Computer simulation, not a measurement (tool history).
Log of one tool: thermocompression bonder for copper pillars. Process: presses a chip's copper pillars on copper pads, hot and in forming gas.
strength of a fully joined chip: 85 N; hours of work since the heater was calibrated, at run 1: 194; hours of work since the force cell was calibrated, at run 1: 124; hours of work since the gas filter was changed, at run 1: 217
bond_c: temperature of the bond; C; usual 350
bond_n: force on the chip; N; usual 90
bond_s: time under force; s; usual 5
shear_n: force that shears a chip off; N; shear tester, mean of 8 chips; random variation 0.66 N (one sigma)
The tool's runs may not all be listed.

run,hour,bond_c,bond_n,bond_s,hours of work since the heater was calibrated,hours of work since the force cell was calibrated,hours of work since the gas filter was changed,shear_n
1,0,350,90,5,194,124,217,58.9
2,19.1,350,90,5,201,131,225,59.6
3,38.3,350,69,5,209,139,232,53.3
4,48.4,350,69,5,213,143,236,52.4
5,69.9,350,69,5,222,152,245,51.3
6,85.9,350,69,5,228,158,252,53.1
7,98.4,350,78,5,233,163,257,54.9
8,114.6,350,90,5,240,170,263,58.7
9,134.5,350,90,5,248,178,271,58.6
# hour 141.6: forming gas filter changed
10,149,326,90,5,254,184,3,52.3
11,169.7,350,90,5,262,192,11,62.6
12,191.2,350,90,5,271,201,20,62.2
13,205.6,350,90,5,277,207,26,61.6
14,218.8,350,90,5,282,212,31,61.2
15,233.9,340,96,9,288,218,37,67.8
16,246.6,340,96,9,293,223,43,66.9
17,258.6,338,67,4,298,228,47,45.6
18,273.8,350,103,5,304,234,53,63.5
19,287,359,95,6,309,240,59,68.3
20,299.1,350,55,5,314,244,64,47.8
21,319.7,350,90,14,323,253,72,73.3
22,328.7,325,113,8,326,256,76,62.1
23,338.6,325,113,8,330,260,80,62.2
24,359,361,113,5,339,269,88,68.4

3 ways to go on from here, each from the tool as it stands after run 24. What would each give?
A,374.4,360,90,5,345,275,94,?
B,374.4,335,85,5,345,275,94,?
C,374.4,345,87,5,345,275,94,?

run,shear_n
A,66.3
B,53.2
C,56.8
Without the tool's hidden state the same runs would have given:
run,shear_n
A,68.4
B,55.3
C,59

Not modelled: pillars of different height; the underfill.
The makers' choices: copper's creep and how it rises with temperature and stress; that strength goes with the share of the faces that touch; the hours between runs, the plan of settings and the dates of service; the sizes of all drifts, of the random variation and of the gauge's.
